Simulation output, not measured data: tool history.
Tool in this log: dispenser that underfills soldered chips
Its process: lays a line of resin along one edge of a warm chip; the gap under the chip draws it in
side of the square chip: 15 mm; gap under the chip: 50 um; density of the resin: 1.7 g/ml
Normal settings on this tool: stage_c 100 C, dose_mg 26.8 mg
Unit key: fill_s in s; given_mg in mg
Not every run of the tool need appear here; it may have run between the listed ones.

Run 1, day 0: usual settings. Result: fill_s 377.8 s, given_mg 24.95 mg.
At day 0.1: new syringe of resin.
Run 2, day 0.321: usual settings but dose_mg 32.7 mg. Result: fill_s 284.1 s, given_mg 30.34 mg.
At day 0.667: new syringe of resin.
Run 3, day 0.938: usual settings but dose_mg 32.7 mg. Result: fill_s 300.2 s, given_mg 29.98 mg.
At day 1.212: new syringe of resin.
At day 1.554: dispensing valve cleaned and set on the balance.
Run 4, day 1.604: usual settings but dose_mg 32.7 mg. Result: fill_s 326.3 s, given_mg 32.7 mg.
At day 1.817: new syringe of resin.
Run 5, day 2.158: usual settings but dose_mg 32.7 mg. Result: fill_s 328.1 s, given_mg 32.38 mg.
At day 2.392: new syringe of resin.
Run 6, day 2.85: usual settings but dose_mg 32.7 mg. Result: fill_s 371 s, given_mg 31.66 mg.
At day 2.942: new syringe of resin.
Run 7, day 3.446: usual settings but dose_mg 32.7 mg. Result: fill_s 393.3 s, given_mg 31.74 mg.
At day 3.521: new syringe of resin.
At day 4.071: new syringe of resin.
Run 8, day 4.158: usual settings. Result: fill_s 248.6 s, given_mg 25.68 mg.
At day 4.625: new syringe of resin.
Run 9, day 4.796: usual settings. Result: fill_s 273.5 s, given_mg 25.24 mg.
At day 5.179: new syringe of resin.
Run 10, day 5.196: usual settings. Result: fill_s 232.8 s, given_mg 25.22 mg.
At day 5.725: new syringe of resin.
Run 11, day 5.929: usual settings but dose_mg 33.4 mg. Result: fill_s 267.9 s, given_mg 31.01 mg.
At day 6.304: new syringe of resin.
Run 12, day 6.333: usual settings but dose_mg 33.4 mg. Result: fill_s 228.4 s, given_mg 30.62 mg.
At day 6.638: dispensing valve cleaned and set on the balance.
At day 6.875: new syringe of resin.
Run 13, day 6.938: usual settings but dose_mg 33.4 mg. Result: fill_s 239.5 s, given_mg 33.35 mg.
At day 7.396: new syringe of resin.
Run 14, day 7.45: usual settings but dose_mg 27.3 mg. Result: fill_s 242 s, given_mg 26.92 mg.
At day 7.925: new syringe of resin.
Run 15, day 7.975: usual settings but dose_mg 28.4 mg. Result: fill_s 245.3 s, given_mg 27.67 mg.
Run 16, day 8.371: usual settings. Result: fill_s 381.1 s, given_mg 26.06 mg.
At day 8.488: new syringe of resin.
Run 17, day 8.738: usual settings. Result: fill_s 306.5 s, given_mg 25.76 mg.
At day 9.021: new syringe of resin.
Run 18, day 9.125: usual settings. Result: fill_s 267.9 s, given_mg 25.56 mg.
At day 9.583: new syringe of resin.
Run 19, day 9.754: usual settings but dose_mg 32.7 mg. Result: fill_s 267.2 s, given_mg 31 mg.

Expected results for the next run?
At day 10.133: new syringe of resin.
Run 20, day 10.217: usual settings but stage_c 88 C, dose_mg 25.1 mg. Result: fill_s ?, given_mg ?.

{"run 20": {"fill_s": 452.8, "given_mg": 23.51}}
Take away the tool's hidden state, keep the run-to-run variation as it was, and the same run would have given fill_s 372.1 s, given_mg 25.13 mg.
